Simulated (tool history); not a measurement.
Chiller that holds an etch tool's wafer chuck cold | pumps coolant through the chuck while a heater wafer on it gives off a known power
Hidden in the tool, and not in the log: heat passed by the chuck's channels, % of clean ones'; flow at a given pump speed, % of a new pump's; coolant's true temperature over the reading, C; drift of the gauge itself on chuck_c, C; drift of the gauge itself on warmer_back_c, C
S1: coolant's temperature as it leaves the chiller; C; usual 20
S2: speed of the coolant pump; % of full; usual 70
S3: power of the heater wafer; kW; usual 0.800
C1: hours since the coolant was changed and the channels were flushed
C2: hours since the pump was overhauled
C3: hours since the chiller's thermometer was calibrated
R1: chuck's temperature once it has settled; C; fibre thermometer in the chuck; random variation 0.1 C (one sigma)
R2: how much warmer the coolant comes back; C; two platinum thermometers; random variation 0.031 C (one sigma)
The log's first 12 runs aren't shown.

| run | hour | S1 | S2 | S3 | C1 | C2 | C3 | R1 | R2 |
|---|---|---|---|---|---|---|---|---|---|
| 13 | 737.1 | 21 | 70 | 0.800 | 3030 | 745 | 1341 | 30.2 | 2.60 |
| 14 | 825.8 | 21 | 70 | 0.800 | 3119 | 834 | 1429 | 30.4 | 2.64 |
| 15 | 870.5 | 21 | 70 | 0.800 | 3163 | 879 | 1474 | 30.4 | 2.65 |
| 16 | 915.5 | 21 | 70 | 0.800 | 3209 | 924 | 1519 | 30.4 | 2.63 |
| 17 | 974.2 | 21 | 78 | 0.800 | 3267 | 982 | 1578 | 29.3 | 2.37 |
| 18 | 1054.6 | 18 | 78 | 0.794 | 3348 | 1063 | 1658 | 26.2 | 2.39 |
| 19 | 1128.1 | 20 | 78 | 1.171 | 3421 | 1136 | 1732 | 32.4 | 3.52 |
| 20 | 1210.4 | 28 | 70 | 0.545 | 3503 | 1219 | 1814 | 34.2 | 1.90 |
| 21 | 1296.3 | 14 | 72 | 0.571 | 3589 | 1304 | 1900 | 20.4 | 1.98 |
| 22 | 1382.2 | 14 | 72 | 0.571 | 3675 | 1390 | 1986 | 20.4 | 2.03 |
| 23 | 1438.1 | 15 | 70 | 0.767 | 3731 | 1446 | 2042 | 23.7 | 2.67 |
| 24 | 1478.6 | 17 | 63 | 0.800 | 3772 | 1487 | 2082 | 27.2 | 3.08 |
| 25 | 1546.2 | 17 | 63 | 0.800 | 3839 | 1554 | 2150 | 27.3 | 3.10 |
| 26 | 1598.2 | 13 | 82 | 0.800 | 3891 | 1606 | 2202 | 21.0 | 2.42 |
| 27 | 1652.6 | 13 | 82 | 0.800 | 3946 | 1661 | 2256 | 21.0 | 2.41 |
| 28 | 1713.5 | 24 | 70 | 0.540 | 4006 | 1722 | 2317 | 30.3 | 2.03 |
| 29 | 1761.6 | 24 | 70 | 0.540 | 4055 | 1770 | 2365 | 30.1 | 2.01 |
| 30 | 1810.1 | 24 | 70 | 0.540 | 4103 | 1818 | 2414 | 30.3 | 2.07 |
|  | 1859.4 | gauge calibrated |
| 31 | 1872.1 | 24 | 70 | 0.496 | 4165 | 1880 | 2476 | 29.7 | 1.57 |

4 ways to go on from here, each from the tool as it stands after run 31. What would each give?
| A | 1953.8 | 23 | 92 | 1.027 | 4247 | 1962 | 2557 | ? | ? |
| B | 1953.8 | 23 | 72 | 0.839 | 4247 | 1962 | 2557 | ? | ? |
| C | 1953.8 | 18 | 70 | 0.496 | 4247 | 1962 | 2557 | ? | ? |
| D | 1953.8 | 23 | 70 | 0.862 | 4247 | 1962 | 2557 | ? | ? |

| run | R1 | R2 |
|---|---|---|
| A | 32.2 | 2.44 |
| B | 32.4 | 2.62 |
| C | 23.8 | 1.51 |
| D | 32.9 | 2.62 |
Without the tool's hidden state the same runs would have given:
| run | R1 | R2 |
|---|---|---|
| A | 32.2 | 2.42 |
| B | 32.4 | 2.60 |
| C | 23.8 | 1.49 |
| D | 32.9 | 2.60 |

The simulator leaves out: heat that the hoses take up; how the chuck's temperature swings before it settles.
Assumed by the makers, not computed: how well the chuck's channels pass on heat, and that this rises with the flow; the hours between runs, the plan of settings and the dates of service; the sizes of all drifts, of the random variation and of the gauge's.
